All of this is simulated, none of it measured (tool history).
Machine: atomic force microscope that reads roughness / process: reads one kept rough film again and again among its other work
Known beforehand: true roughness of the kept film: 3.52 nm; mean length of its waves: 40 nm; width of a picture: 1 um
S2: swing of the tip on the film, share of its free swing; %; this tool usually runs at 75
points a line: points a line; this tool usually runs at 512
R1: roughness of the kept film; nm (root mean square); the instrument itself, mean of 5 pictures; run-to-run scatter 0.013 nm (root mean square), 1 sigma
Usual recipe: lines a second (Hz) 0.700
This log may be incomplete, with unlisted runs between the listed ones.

run 1 hour=0.0 | lines_a_second_(Hz)=0.700 S2=75 points_a_line=512 | R1=2.485
run 2 hour=5.1 | lines_a_second_(Hz)=0.700 S2=75 points_a_line=512 | R1=2.489
-- hour=6.7 new tip fitted
run 3 hour=11.1 | lines_a_second_(Hz)=0.700 S2=75 points_a_line=512 | R1=3.087
run 4 hour=23.1 | lines_a_second_(Hz)=0.700 S2=75 points_a_line=512 | R1=2.990
run 5 hour=28.2 | lines_a_second_(Hz)=0.700 S2=75 points_a_line=924 | R1=2.945
run 6 hour=35.4 | lines_a_second_(Hz)=0.700 S2=75 points_a_line=924 | R1=2.882
run 7 hour=43.9 | lines_a_second_(Hz)=0.700 S2=75 points_a_line=924 | R1=2.822
run 8 hour=54.9 | lines_a_second_(Hz)=0.700 S2=63 points_a_line=512 | R1=2.773
run 9 hour=63.2 | lines_a_second_(Hz)=0.700 S2=75 points_a_line=512 | R1=2.667
run 10 hour=71.8 | lines_a_second_(Hz)=0.700 S2=75 points_a_line=512 | R1=2.596
-- hour=73.9 height scale calibrated on a step standard
run 11 hour=79.1 | lines_a_second_(Hz)=0.778 S2=75 points_a_line=512 | R1=2.548
run 12 hour=91.1 | lines_a_second_(Hz)=0.778 S2=75 points_a_line=512 | R1=2.503
run 13 hour=103.1 | lines_a_second_(Hz)=2.198 S2=75 points_a_line=512 | R1=2.310
-- hour=109.2 new tip fitted
run 14 hour=111.9 | lines_a_second_(Hz)=2.198 S2=75 points_a_line=512 | R1=2.930
run 15 hour=117.1 | lines_a_second_(Hz)=0.700 S2=72 points_a_line=512 | R1=3.076
-- hour=127.1 height scale calibrated on a step standard, once more
run 16 hour=127.4 | lines_a_second_(Hz)=0.700 S2=72 points_a_line=512 | R1=2.997
run 17 hour=135.2 | lines_a_second_(Hz)=0.700 S2=78 points_a_line=512 | R1=2.903
run 18 hour=143.6 | lines_a_second_(Hz)=0.700 S2=78 points_a_line=512 | R1=2.834
run 19 hour=150.6 | lines_a_second_(Hz)=0.700 S2=85 points_a_line=619 | R1=2.738
run 20 hour=159.7 | lines_a_second_(Hz)=2.560 S2=60 points_a_line=512 | R1=2.698
run 21 hour=167.8 | lines_a_second_(Hz)=2.560 S2=60 points_a_line=512 | R1=2.650
run 22 hour=173.9 | lines_a_second_(Hz)=1.001 S2=59 points_a_line=511 | R1=2.674
run 23 hour=182.3 | lines_a_second_(Hz)=2.190 S2=55 points_a_line=284 | R1=2.568
run 24 hour=194.6 | lines_a_second_(Hz)=2.190 S2=55 points_a_line=284 | R1=2.499
run 25 hour=200.9 | lines_a_second_(Hz)=2.190 S2=55 points_a_line=284 | R1=2.458
run 26 hour=210.7 | lines_a_second_(Hz)=2.190 S2=55 points_a_line=284 | R1=2.417
-- hour=211.9 new tip fitted
run 27 hour=219.6 | lines_a_second_(Hz)=2.190 S2=55 points_a_line=284 | R1=3.071
run 28 hour=227.7 | lines_a_second_(Hz)=0.558 S2=83 points_a_line=284 | R1=2.980
run 29 hour=235.3 | lines_a_second_(Hz)=0.726 S2=75 points_a_line=512 | R1=2.940
run 30 hour=247.5 | lines_a_second_(Hz)=1.495 S2=64 points_a_line=397 | R1=2.812
run 31 hour=255.9 | lines_a_second_(Hz)=2.120 S2=73 points_a_line=849 | R1=2.662
run 32 hour=263.9 | lines_a_second_(Hz)=2.120 S2=83 points_a_line=468 | R1=2.466
run 33 hour=272.4 | lines_a_second_(Hz)=3.087 S2=74 points_a_line=457 | R1=2.455
run 34 hour=279.9 | lines_a_second_(Hz)=3.087 S2=74 points_a_line=457 | R1=2.385

Predict each of these 5 candidate next runs independently; none follows another, all start after run 34:
run A hour=285.9 | lines_a_second_(Hz)=2.402 S2=75 points_a_line=438 | R1=?
run B hour=285.9 | lines_a_second_(Hz)=3.087 S2=62 points_a_line=540 | R1=?
run C hour=285.9 | lines_a_second_(Hz)=1.955 S2=75 points_a_line=512 | R1=?
run D hour=285.9 | lines_a_second_(Hz)=2.711 S2=80 points_a_line=295 | R1=?
run E hour=285.9 | lines_a_second_(Hz)=0.832 S2=60 points_a_line=512 | R1=?

run=A R1=2.413
run=B R1=2.503
run=C R1=2.454
run=D R1=2.304
run=E R1=2.585
Without the tool's unlogged condition, the same runs would have read:
run=A R1=2.947
run=B R1=3.056
run=C R1=2.998
run=D R1=2.814
run=E R1=3.159

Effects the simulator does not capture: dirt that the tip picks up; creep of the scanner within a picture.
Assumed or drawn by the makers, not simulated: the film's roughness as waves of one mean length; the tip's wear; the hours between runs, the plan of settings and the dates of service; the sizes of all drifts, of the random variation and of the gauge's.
